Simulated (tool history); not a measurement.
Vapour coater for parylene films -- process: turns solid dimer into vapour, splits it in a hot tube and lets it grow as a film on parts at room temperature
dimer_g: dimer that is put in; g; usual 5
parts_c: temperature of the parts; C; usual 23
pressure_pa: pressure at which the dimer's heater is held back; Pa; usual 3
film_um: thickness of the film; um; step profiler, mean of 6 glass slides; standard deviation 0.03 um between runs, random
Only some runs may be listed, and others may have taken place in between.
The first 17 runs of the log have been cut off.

{"run": 18, "hour": 822.8, "dimer_g": 5, "parts_c": 23, "pressure_pa": 3, "film_um": 2.52}
{"run": 19, "hour": 874.4, "dimer_g": 4, "parts_c": 31, "pressure_pa": 3, "film_um": 1.46}
{"hour": 926.3, "done": "table's thermometer calibrated, once more"}
{"run": 20, "hour": 934.2, "dimer_g": 4, "parts_c": 17, "pressure_pa": 4.82, "film_um": 2.26}
{"run": 21, "hour": 965.8, "dimer_g": 4, "parts_c": 17, "pressure_pa": 4.82, "film_um": 2.28}
{"run": 22, "hour": 1005.7, "dimer_g": 3, "parts_c": 23, "pressure_pa": 4.79, "film_um": 1.36}
{"hour": 1014.7, "done": "trap's valve overhauled"}
{"run": 23, "hour": 1042.1, "dimer_g": 5, "parts_c": 18, "pressure_pa": 3, "film_um": 3.51}
{"run": 24, "hour": 1096.1, "dimer_g": 5, "parts_c": 18, "pressure_pa": 3, "film_um": 3.38}
{"run": 25, "hour": 1143.3, "dimer_g": 3, "parts_c": 31, "pressure_pa": 10.35, "film_um": 1.05}
{"run": 26, "hour": 1181.9, "dimer_g": 3, "parts_c": 30, "pressure_pa": 2.18, "film_um": 1.4}
{"run": 27, "hour": 1220.1, "dimer_g": 5, "parts_c": 21, "pressure_pa": 9.61, "film_um": 2.54}
{"run": 28, "hour": 1262.5, "dimer_g": 5, "parts_c": 21, "pressure_pa": 9.61, "film_um": 2.49}
{"run": 29, "hour": 1298.7, "dimer_g": 5, "parts_c": 20, "pressure_pa": 3, "film_um": 3.11}
{"run": 30, "hour": 1348.6, "dimer_g": 5, "parts_c": 15, "pressure_pa": 10.19, "film_um": 3.15}
{"run": 31, "hour": 1417.3, "dimer_g": 8, "parts_c": 29, "pressure_pa": 8.97, "film_um": 3.01}
{"run": 32, "hour": 1464.4, "dimer_g": 8, "parts_c": 23, "pressure_pa": 8.97, "film_um": 3.69}
{"run": 33, "hour": 1513.5, "dimer_g": 8, "parts_c": 23, "pressure_pa": 3, "film_um": 4.48}

5 ways to go on from here, each from the tool as it stands after run 33. What would each give?
{"run": "A", "hour": 1577.1, "dimer_g": 4, "parts_c": 35, "pressure_pa": 2.76, "film_um": "?"}
{"run": "B", "hour": 1577.1, "dimer_g": 2, "parts_c": 23, "pressure_pa": 3, "film_um": "?"}
{"run": "C", "hour": 1577.1, "dimer_g": 7, "parts_c": 33, "pressure_pa": 7.8, "film_um": "?"}
{"run": "D", "hour": 1577.1, "dimer_g": 4, "parts_c": 23, "pressure_pa": 3, "film_um": "?"}
{"run": "E", "hour": 1577.1, "dimer_g": 5, "parts_c": 16, "pressure_pa": 3, "film_um": "?"}

run=A film_um=1.45
run=B film_um=1.1
run=C film_um=2.28
run=D film_um=2.21
run=E film_um=3.57
What these runs would have given with no unlogged condition in the tool:
run=A film_um=1.52
run=B film_um=1.16
run=C film_um=2.39
run=D film_um=2.32
run=E film_um=3.74
